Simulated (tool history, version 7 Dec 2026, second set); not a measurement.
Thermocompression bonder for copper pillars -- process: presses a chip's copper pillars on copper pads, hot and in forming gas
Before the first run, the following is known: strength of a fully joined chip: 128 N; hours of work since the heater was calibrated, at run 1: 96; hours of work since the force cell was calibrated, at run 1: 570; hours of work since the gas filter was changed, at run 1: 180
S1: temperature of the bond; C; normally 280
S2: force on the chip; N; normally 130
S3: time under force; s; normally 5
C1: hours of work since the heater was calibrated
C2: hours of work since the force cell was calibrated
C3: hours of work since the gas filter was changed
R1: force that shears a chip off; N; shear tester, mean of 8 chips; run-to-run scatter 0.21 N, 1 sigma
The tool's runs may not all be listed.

{"run": 1, "hour": 0.0, "S1": 280, "S2": 130, "S3": 5, "C1": 96, "C2": 570, "C3": 180, "R1": 44.8}
{"run": 2, "hour": 9.5, "S1": 280, "S2": 130, "S3": 5, "C1": 101, "C2": 576, "C3": 186, "R1": 44.7}
{"run": 3, "hour": 17.2, "S1": 280, "S2": 130, "S3": 3, "C1": 106, "C2": 581, "C3": 191, "R1": 36.2}
{"run": 4, "hour": 26.1, "S1": 280, "S2": 85, "S3": 5, "C1": 112, "C2": 587, "C3": 197, "R1": 34.4}
{"run": 5, "hour": 39.1, "S1": 280, "S2": 85, "S3": 5, "C1": 120, "C2": 595, "C3": 205, "R1": 34.2}
{"run": 6, "hour": 48.9, "S1": 280, "S2": 130, "S3": 5, "C1": 126, "C2": 601, "C3": 211, "R1": 44.8}
{"run": 7, "hour": 60.0, "S1": 280, "S2": 151, "S3": 5, "C1": 133, "C2": 608, "C3": 218, "R1": 48.5}
{"run": 8, "hour": 66.3, "S1": 280, "S2": 151, "S3": 5, "C1": 137, "C2": 612, "C3": 222, "R1": 49}
{"run": 9, "hour": 73.4, "S1": 280, "S2": 151, "S3": 5, "C1": 141, "C2": 616, "C3": 226, "R1": 48.4}
{"run": 10, "hour": 81.7, "S1": 280, "S2": 151, "S3": 5, "C1": 146, "C2": 621, "C3": 231, "R1": 48.7}
{"run": 11, "hour": 90.7, "S1": 298, "S2": 95, "S3": 7, "C1": 152, "C2": 627, "C3": 237, "R1": 52.2}
{"run": 12, "hour": 102.5, "S1": 298, "S2": 95, "S3": 7, "C1": 159, "C2": 634, "C3": 244, "R1": 51.4}
{"hour": 105.0, "done": "force cell calibrated"}
{"run": 13, "hour": 113.0, "S1": 298, "S2": 95, "S3": 7, "C1": 165, "C2": 5, "C3": 249, "R1": 51.6}
{"run": 14, "hour": 122.9, "S1": 298, "S2": 95, "S3": 7, "C1": 171, "C2": 11, "C3": 256, "R1": 51.4}
{"run": 15, "hour": 129.5, "S1": 298, "S2": 95, "S3": 7, "C1": 175, "C2": 15, "C3": 260, "R1": 52}
{"run": 16, "hour": 136.4, "S1": 293, "S2": 79, "S3": 5, "C1": 179, "C2": 19, "C3": 264, "R1": 38.1}
{"run": 17, "hour": 147.5, "S1": 260, "S2": 113, "S3": 4, "C1": 186, "C2": 26, "C3": 271, "R1": 28.8}
{"run": 18, "hour": 156.5, "S1": 260, "S2": 113, "S3": 4, "C1": 192, "C2": 32, "C3": 276, "R1": 28.9}
{"run": 19, "hour": 165.2, "S1": 262, "S2": 109, "S3": 4, "C1": 197, "C2": 37, "C3": 282, "R1": 29.1}
{"run": 20, "hour": 172.3, "S1": 280, "S2": 96, "S3": 3, "C1": 201, "C2": 42, "C3": 286, "R1": 29.5}

Selected run-to-run steps in R1, each split into two signed amounts: the part the tool would show with no hidden state at all (from settings, incoming material and random variation), and the remainder, which goes to the hidden state together with any gauge scatter not common to the measured and the hidden-state-free results:
Hidden conditions of the tool in this case: true temperature of the bond over the reading, C; force that reaches the chip, % of what is set; oxide that the forming gas leaves, % of the face; drift of the gauge itself on shear_n, %.
Run 5 -> 6: S2 85 -> 130. R1 +10.6 N: hidden state -0.1, all else +10.7.
Run 15 -> 16: S1 298 -> 293, S2 95 -> 79, S3 7 -> 5. R1 -13.9 N: hidden state +0.3, all else -14.2.
Run 16 -> 17: S1 293 -> 260, S2 79 -> 113, S3 5 -> 4. R1 -9.3 N: hidden state +0.3, all else -9.6.
